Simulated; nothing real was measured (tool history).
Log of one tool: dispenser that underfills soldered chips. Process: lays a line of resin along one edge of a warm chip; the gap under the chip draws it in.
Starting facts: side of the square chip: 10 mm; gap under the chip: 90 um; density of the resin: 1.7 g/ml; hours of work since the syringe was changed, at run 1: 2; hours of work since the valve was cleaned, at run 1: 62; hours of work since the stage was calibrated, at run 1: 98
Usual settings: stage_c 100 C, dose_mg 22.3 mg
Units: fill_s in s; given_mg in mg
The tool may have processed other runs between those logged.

run	hour	stage_c	dose_mg	hours of work since the syringe was changed	hours of work since the valve was cleaned	hours of work since the stage was calibrated	fill_s	given_mg
1	0	100	22.3	2	62	98	68.7	21.04
2	3.4	86	22.3	4	64	100	130.5	20.9
3	8.4	86	22.3	8	67	103	151.6	20.96
4	10.7	86	22.3	9	69	104	162.3	20.91
# hour 11.8: new syringe of resin
5	14.3	86	22.3	2	71	107	114.8	21.05
6	17.1	100	22.3	3	73	108	74.3	20.89
7	20.1	100	22.3	5	75	110	81.2	20.9
8	25.2	100	27.3	9	78	114	93.1	25.31
# hour 27.1: new syringe of resin
9	28.7	100	27.3	1	80	116	64.6	25.26
10	33.5	97	27	4	83	119	85.4	24.82
11	37.2	112	26	7	86	121	56.8	24.01
12	41.4	89	26.3	9	88	124	145.1	24.41
# hour 42.2: new syringe of resin
13	45.3	90	21.6	2	91	126	99.8	19.8
14	49.4	106	19.6	5	93	129	67.9	17.95
15	52.6	106	19.6	7	96	131	76.2	18

Run by run, hidden condition taken away, random variation retained:
The hidden state here: resin's viscosity, % of fresh resin's; dose that the valve gives, % of what is set; true chip temperature over the reading, C; drift of the gauge itself on fill_s, %; drift of the gauge itself on given_mg, %.
run	fill_s	given_mg
1	63.9	22.27
2	109.1	22.17
3	108.3	22.3
4	107.9	22.28
5	108.7	22.48
6	64.3	22.35
7	64	22.39
8	62.9	27.2
9	62.2	27.22
10	70.6	26.8
11	41.6	26
12	93.6	26.49
13	91	21.55
14	53.9	19.59
15	54.5	19.66

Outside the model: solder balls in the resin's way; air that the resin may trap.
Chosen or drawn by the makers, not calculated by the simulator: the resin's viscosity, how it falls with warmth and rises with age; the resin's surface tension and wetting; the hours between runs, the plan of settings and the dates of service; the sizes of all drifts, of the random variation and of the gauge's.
